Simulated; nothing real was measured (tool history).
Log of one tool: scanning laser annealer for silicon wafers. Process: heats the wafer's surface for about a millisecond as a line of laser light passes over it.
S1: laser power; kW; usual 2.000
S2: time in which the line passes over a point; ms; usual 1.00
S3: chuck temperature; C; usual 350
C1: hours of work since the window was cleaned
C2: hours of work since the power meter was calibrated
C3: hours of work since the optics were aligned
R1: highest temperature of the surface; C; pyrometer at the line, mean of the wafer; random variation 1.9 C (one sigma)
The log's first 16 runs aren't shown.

run	day	S1	S2	S3	C1	C2	C3	R1
17	22.696	1.840	1.00	350	500	973	430	1076
18	24.250	2.000	1.00	387	528	1001	457	1180
19	26.004	2.000	1.00	387	559	1032	489	1176
20	27.079	2.000	1.00	387	578	1051	508	1172
21	28.212	2.113	1.01	316	598	1071	528	1157
22	30.062	1.772	0.76	350	631	1104	561	953
23	31.104	2.026	1.10	371	649	1123	579	1206
24	32.362	2.026	1.10	371	672	1145	602	1204
25	33.308	1.786	0.87	390	689	1162	619	1039
26	34.838	2.077	1.00	319	716	1189	646	1137
27	36.742	1.940	0.79	314	750	1223	680	986
28	37.846	1.940	0.79	314	769	1243	699	986
29	39.733	2.198	1.12	347	803	1276	733	1263
# day 41.029: optics aligned, line set to its width
30	41.258	2.198	1.12	347	826	1300	4	1268
31	42.833	2.198	1.12	347	854	1328	32	1268
# day 44.146: window over the wafer cleaned
32	44.367	2.137	0.73	348	4	1353	58	1086
33	46.296	2.137	0.73	348	38	1388	92	1087
34	48.104	2.137	0.73	348	70	1420	124	1086
35	49.050	2.137	0.73	348	87	1437	141	1086
36	50.550	2.103	0.75	388	114	1463	168	1117
37	52.479	1.914	0.73	363	148	1498	202	1014
38	53.450	1.969	1.00	350	166	1515	219	1138

3 ways to go on from here, each from the tool as it stands after run 38. What would each give?
A	54.608	2.000	1.00	372	186	1536	240	?
B	54.608	2.000	1.19	331	186	1536	240	?
C	54.608	1.827	0.99	350	186	1536	240	?

run	R1
A	1175
B	1209
C	1073
Without the tool's hidden state the same runs would have given:
run	R1
A	1180
B	1214
C	1077
